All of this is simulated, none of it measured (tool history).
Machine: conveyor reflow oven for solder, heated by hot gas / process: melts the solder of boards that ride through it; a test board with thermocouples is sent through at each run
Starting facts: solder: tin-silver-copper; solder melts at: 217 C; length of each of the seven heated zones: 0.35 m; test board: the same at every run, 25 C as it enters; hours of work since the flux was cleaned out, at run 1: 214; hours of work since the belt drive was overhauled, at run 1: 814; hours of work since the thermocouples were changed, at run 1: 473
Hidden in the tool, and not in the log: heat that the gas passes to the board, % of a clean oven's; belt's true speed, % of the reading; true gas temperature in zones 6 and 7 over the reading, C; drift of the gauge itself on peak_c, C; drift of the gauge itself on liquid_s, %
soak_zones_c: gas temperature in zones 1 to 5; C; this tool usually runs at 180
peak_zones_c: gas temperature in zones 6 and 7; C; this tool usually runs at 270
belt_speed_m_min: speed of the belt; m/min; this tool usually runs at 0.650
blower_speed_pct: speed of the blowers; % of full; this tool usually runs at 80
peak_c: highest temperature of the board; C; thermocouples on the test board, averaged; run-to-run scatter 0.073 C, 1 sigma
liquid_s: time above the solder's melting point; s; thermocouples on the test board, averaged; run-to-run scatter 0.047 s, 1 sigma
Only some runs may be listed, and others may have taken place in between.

run,hour,soak_zones_c,peak_zones_c,belt_speed_m_min,blower_speed_pct,hours of work since the flux was cleaned out,hours of work since the belt drive was overhauled,hours of work since the thermocouples were changed,peak_c,liquid_s
1,0.0,180,270,0.650,80,214,814,473,260.10,56.49
# hour 30.0: belt drive overhauled, speed set with a stopwatch
2,42.6,180,270,0.650,80,240,9,499,259.51,54.96
3,97.5,180,270,0.650,80,277,46,537,259.26,54.95
4,149.0,180,270,0.650,80,312,81,572,259.14,54.98
5,207.6,180,270,0.650,80,352,121,612,259.03,54.90
6,272.0,180,270,0.650,89,396,165,656,259.65,55.27
# hour 324.6: flux residue cleaned out of gas plates and filters
7,328.3,171,270,0.650,80,3,200,691,259.74,53.05
8,376.0,171,270,0.708,80,35,232,723,257.13,47.14
9,411.5,171,270,0.708,80,59,256,747,257.08,47.10
10,472.6,171,270,0.708,80,101,298,789,257.14,46.99
11,519.5,181,270,0.708,64,133,330,821,256.17,49.06
12,555.5,174,260,0.567,54,157,354,845,250.48,56.64
13,612.8,174,260,0.567,54,196,393,884,250.45,56.61
14,663.6,174,260,0.567,54,231,428,919,250.45,56.69
15,722.6,181,276,0.768,74,271,468,959,259.93,46.75

Predict each of these 5 candidate next runs independently; none follows another, all start after run 15:
# hour 763.8: thermocouples of zones 6 and 7 changed
A,781.4,186,270,0.650,80,310,507,12,?,?
# hour 763.8: thermocouples of zones 6 and 7 changed
B,781.4,181,276,0.716,56,310,507,12,?,?
# hour 763.8: thermocouples of zones 6 and 7 changed
C,781.4,180,277,0.777,70,310,507,12,?,?
# hour 763.8: thermocouples of zones 6 and 7 changed
D,781.4,170,263,0.768,50,310,507,12,?,?
# hour 763.8: thermocouples of zones 6 and 7 changed
E,781.4,186,276,0.564,74,310,507,12,?,?

run,peak_c,liquid_s
A,259.80,57.69
B,258.35,49.42
C,258.58,45.28
D,241.12,32.26
E,267.76,70.35
Had the tool no hidden state, the same runs would have come out as:
run,peak_c,liquid_s
A,261.03,57.50
B,259.68,49.47
C,260.20,45.48
D,242.51,33.11
E,268.80,69.74

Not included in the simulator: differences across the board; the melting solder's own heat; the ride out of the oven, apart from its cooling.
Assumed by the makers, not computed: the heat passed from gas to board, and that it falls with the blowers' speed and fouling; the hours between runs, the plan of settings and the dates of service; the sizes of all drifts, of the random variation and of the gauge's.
